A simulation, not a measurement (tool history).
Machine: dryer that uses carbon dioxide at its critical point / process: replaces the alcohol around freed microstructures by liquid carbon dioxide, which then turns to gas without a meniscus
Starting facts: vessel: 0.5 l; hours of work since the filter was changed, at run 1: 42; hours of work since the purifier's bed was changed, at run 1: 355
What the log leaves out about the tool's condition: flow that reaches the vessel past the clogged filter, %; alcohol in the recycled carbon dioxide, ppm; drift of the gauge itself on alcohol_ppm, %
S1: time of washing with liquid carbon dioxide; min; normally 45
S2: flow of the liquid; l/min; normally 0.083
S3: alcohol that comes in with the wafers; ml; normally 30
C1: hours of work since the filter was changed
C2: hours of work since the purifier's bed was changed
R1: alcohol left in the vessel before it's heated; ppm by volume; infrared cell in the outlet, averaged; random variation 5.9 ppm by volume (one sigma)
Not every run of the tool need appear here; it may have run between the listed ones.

{"run": 1, "day": 0.0, "S1": 45, "S2": 0.083, "S3": 30, "C1": 42, "C2": 355, "R1": 290}
{"run": 2, "day": 1.204, "S1": 45, "S2": 0.083, "S3": 30, "C1": 57, "C2": 371, "R1": 295}
{"run": 3, "day": 2.425, "S1": 45, "S2": 0.083, "S3": 30, "C1": 73, "C2": 386, "R1": 314}
{"run": 4, "day": 3.525, "S1": 45, "S2": 0.083, "S3": 30, "C1": 87, "C2": 400, "R1": 321}
{"run": 5, "day": 4.742, "S1": 45, "S2": 0.083, "S3": 30, "C1": 102, "C2": 416, "R1": 330}
{"run": 6, "day": 5.538, "S1": 45, "S2": 0.083, "S3": 65, "C1": 112, "C2": 426, "R1": 605}
{"run": 7, "day": 6.938, "S1": 45, "S2": 0.0806, "S3": 65, "C1": 130, "C2": 444, "R1": 706}
{"run": 8, "day": 8.004, "S1": 70, "S2": 0.0806, "S3": 65, "C1": 144, "C2": 457, "R1": 126}
{"run": 9, "day": 8.646, "S1": 70, "S2": 0.0806, "S3": 65, "C1": 152, "C2": 466, "R1": 124}
{"run": 10, "day": 9.562, "S1": 70, "S2": 0.0806, "S3": 65, "C1": 164, "C2": 477, "R1": 137}
{"run": 11, "day": 10.983, "S1": 70, "S2": 0.0806, "S3": 28, "C1": 182, "C2": 495, "R1": 131}
{"run": 12, "day": 11.658, "S1": 45, "S2": 0.1058, "S3": 30, "C1": 190, "C2": 504, "R1": 170}
{"run": 13, "day": 13.125, "S1": 45, "S2": 0.1058, "S3": 30, "C1": 209, "C2": 523, "R1": 193}
{"run": 14, "day": 14.212, "S1": 45, "S2": 0.083, "S3": 30, "C1": 223, "C2": 537, "R1": 391}
{"run": 15, "day": 15.308, "S1": 45, "S2": 0.083, "S3": 30, "C1": 237, "C2": 551, "R1": 384}
{"run": 16, "day": 16.767, "S1": 45, "S2": 0.083, "S3": 30, "C1": 256, "C2": 569, "R1": 399}
{"run": 17, "day": 18.058, "S1": 45, "S2": 0.083, "S3": 30, "C1": 272, "C2": 586, "R1": 403}
{"run": 18, "day": 19.162, "S1": 45, "S2": 0.083, "S3": 30, "C1": 286, "C2": 600, "R1": 421}
{"run": 19, "day": 20.012, "S1": 45, "S2": 0.074, "S3": 30, "C1": 297, "C2": 611, "R1": 657}
{"day": 20.483, "done": "inlet filter changed"}
{"run": 20, "day": 21.538, "S1": 45, "S2": 0.074, "S3": 30, "C1": 13, "C2": 630, "R1": 525}
{"run": 21, "day": 22.921, "S1": 45, "S2": 0.074, "S3": 30, "C1": 31, "C2": 647, "R1": 525}
{"run": 22, "day": 23.538, "S1": 45, "S2": 0.074, "S3": 30, "C1": 39, "C2": 655, "R1": 540}
{"run": 23, "day": 24.388, "S1": 45, "S2": 0.074, "S3": 30, "C1": 50, "C2": 666, "R1": 521}
{"run": 24, "day": 25.342, "S1": 37, "S2": 0.083, "S3": 23, "C1": 62, "C2": 678, "R1": 614}
{"run": 25, "day": 26.371, "S1": 55, "S2": 0.083, "S3": 69, "C1": 75, "C2": 691, "R1": 311}
{"run": 26, "day": 27.158, "S1": 58, "S2": 0.0565, "S3": 82, "C1": 85, "C2": 701, "R1": 1377}
{"run": 27, "day": 28.062, "S1": 36, "S2": 0.1135, "S3": 58, "C1": 97, "C2": 713, "R1": 432}
{"run": 28, "day": 29.508, "S1": 48, "S2": 0.0777, "S3": 51, "C1": 115, "C2": 731, "R1": 575}
{"run": 29, "day": 30.517, "S1": 48, "S2": 0.0777, "S3": 51, "C1": 128, "C2": 744, "R1": 578}
{"run": 30, "day": 31.562, "S1": 37, "S2": 0.083, "S3": 72, "C1": 141, "C2": 757, "R1": 1686}
{"run": 31, "day": 32.35, "S1": 37, "S2": 0.083, "S3": 72, "C1": 151, "C2": 768, "R1": 1703}
{"run": 32, "day": 33.129, "S1": 37, "S2": 0.083, "S3": 72, "C1": 161, "C2": 777, "R1": 1759}
{"run": 33, "day": 33.867, "S1": 41, "S2": 0.0534, "S3": 93, "C1": 171, "C2": 787, "R1": 7703}
{"run": 34, "day": 34.858, "S1": 41, "S2": 0.0534, "S3": 93, "C1": 183, "C2": 800, "R1": 7834}
{"run": 35, "day": 36.2, "S1": 41, "S2": 0.0534, "S3": 93, "C1": 201, "C2": 817, "R1": 7833}
{"run": 36, "day": 37.092, "S1": 41, "S2": 0.0534, "S3": 93, "C1": 212, "C2": 828, "R1": 8033}
{"run": 37, "day": 38.083, "S1": 42, "S2": 0.0718, "S3": 70, "C1": 225, "C2": 841, "R1": 1897}
{"run": 38, "day": 38.708, "S1": 42, "S2": 0.0718, "S3": 70, "C1": 233, "C2": 849, "R1": 1974}
{"run": 39, "day": 39.804, "S1": 40, "S2": 0.0625, "S3": 22, "C1": 247, "C2": 863, "R1": 1425}
{"run": 40, "day": 40.954, "S1": 46, "S2": 0.0644, "S3": 114, "C1": 261, "C2": 877, "R1": 3437}
{"day": 42.196, "done": "purifier's bed changed"}
{"run": 41, "day": 42.458, "S1": 63, "S2": 0.0707, "S3": 44, "C1": 279, "C2": 3, "R1": 164}
{"run": 42, "day": 43.225, "S1": 30, "S2": 0.083, "S3": 60, "C1": 289, "C2": 13, "R1": 3362}
{"run": 43, "day": 43.921, "S1": 57, "S2": 0.1284, "S3": 30, "C1": 297, "C2": 22, "R1": 19}
{"day": 44.362, "done": "inlet filter changed"}
{"run": 44, "day": 44.588, "S1": 57, "S2": 0.1086, "S3": 106, "C1": 3, "C2": 30, "R1": 31}
{"run": 45, "day": 45.55, "S1": 57, "S2": 0.1086, "S3": 106, "C1": 15, "C2": 42, "R1": 36}
{"run": 46, "day": 46.254, "S1": 45, "S2": 0.0698, "S3": 35, "C1": 24, "C2": 51, "R1": 650}

Difference, measured minus no-hidden-state, one row per run. Run-to-run variation is common to both terms; the gauge's own scatter need not be:
run=1 R1=+90
run=2 R1=+94
run=3 R1=+104
run=4 R1=+111
run=5 R1=+119
run=6 R1=+160
run=7 R1=+187
run=8 R1=+103
run=9 R1=+107
run=10 R1=+112
run=11 R1=+112
run=12 R1=+126
run=13 R1=+133
run=14 R1=+184
run=15 R1=+189
run=16 R1=+200
run=17 R1=+205
run=18 R1=+220
run=19 R1=+282
run=20 R1=+151
run=21 R1=+161
run=22 R1=+166
run=23 R1=+169
run=24 R1=+185
run=25 R1=+173
run=26 R1=+283
run=27 R1=+198
run=28 R1=+223
run=29 R1=+236
run=30 R1=+392
run=31 R1=+411
run=32 R1=+436
run=33 R1=+1141
run=34 R1=+1228
run=35 R1=+1308
run=36 R1=+1403
run=37 R1=+554
run=38 R1=+586
run=39 R1=+440
run=40 R1=+978
run=41 R1=+58
run=42 R1=+762
run=43 R1=+8
run=44 R1=+10
run=45 R1=+14
run=46 R1=+50
